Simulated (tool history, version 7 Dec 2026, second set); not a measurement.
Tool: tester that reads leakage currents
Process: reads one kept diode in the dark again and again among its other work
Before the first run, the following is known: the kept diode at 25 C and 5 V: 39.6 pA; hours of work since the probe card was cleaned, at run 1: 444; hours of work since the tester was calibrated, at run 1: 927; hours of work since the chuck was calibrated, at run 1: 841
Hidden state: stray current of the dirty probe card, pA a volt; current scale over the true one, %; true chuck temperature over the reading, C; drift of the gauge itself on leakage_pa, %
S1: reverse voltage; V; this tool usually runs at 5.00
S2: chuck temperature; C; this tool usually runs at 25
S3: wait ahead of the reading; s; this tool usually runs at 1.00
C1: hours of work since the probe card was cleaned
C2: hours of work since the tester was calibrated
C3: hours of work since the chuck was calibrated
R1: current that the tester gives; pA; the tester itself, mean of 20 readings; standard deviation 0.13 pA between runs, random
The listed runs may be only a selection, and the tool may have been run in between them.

| run | hour | S1 | S2 | S3 | C1 | C2 | C3 | R1 |
|---|---|---|---|---|---|---|---|---|
| 1 | 0.0 | 5.00 | 25 | 1.00 | 444 | 927 | 841 | 48.71 |
| 2 | 33.0 | 5.00 | 26 | 1.00 | 460 | 944 | 857 | 52.46 |
| 3 | 74.7 | 5.00 | 26 | 1.00 | 481 | 965 | 878 | 52.62 |
| 4 | 100.1 | 5.00 | 25 | 0.65 | 494 | 977 | 891 | 50.05 |
|  | 105.1 | tester calibrated |
| 5 | 132.6 | 5.00 | 23 | 1.00 | 509 | 14 | 906 | 43.81 |
| 6 | 165.1 | 5.00 | 23 | 1.00 | 525 | 30 | 922 | 44.02 |
| 7 | 209.5 | 4.88 | 25 | 1.00 | 548 | 52 | 944 | 49.32 |
| 8 | 241.7 | 5.00 | 25 | 1.00 | 564 | 68 | 961 | 50.37 |
| 9 | 273.2 | 5.00 | 25 | 7.44 | 580 | 84 | 976 | 49.90 |
|  | 292.5 | tester calibrated, once more |
| 10 | 302.8 | 4.39 | 39 | 0.63 | 593 | 5 | 990 | 114.98 |
| 11 | 327.9 | 4.39 | 35 | 5.11 | 606 | 18 | 1003 | 87.98 |
| 12 | 371.9 | 5.00 | 25 | 1.94 | 628 | 40 | 1025 | 50.35 |
| 13 | 397.9 | 1.46 | 44 | 3.07 | 641 | 53 | 1038 | 88.53 |
| 14 | 445.7 | 1.46 | 44 | 3.07 | 665 | 77 | 1062 | 89.50 |
| 15 | 482.4 | 9.35 | 24 | 0.83 | 683 | 95 | 1080 | 71.00 |

Hidden state or all else? Some run-to-run changes of R1, split into what the settings, what came in and random variation would give without the hidden state, and what is left for the hidden state (with any gauge scatter that isn't in both results):
Run 9 -> 10: S1 5.00 -> 4.39, S2 25 -> 39, S3 7.44 -> 0.63, tester calibrated, once more. R1 +65.08 pA: hidden state +4.10, all else +60.98.
Run 14 -> 15: S1 1.46 -> 9.35, S2 44 -> 24, S3 3.07 -> 0.83. R1 -18.50 pA: hidden state +8.57, all else -27.07.

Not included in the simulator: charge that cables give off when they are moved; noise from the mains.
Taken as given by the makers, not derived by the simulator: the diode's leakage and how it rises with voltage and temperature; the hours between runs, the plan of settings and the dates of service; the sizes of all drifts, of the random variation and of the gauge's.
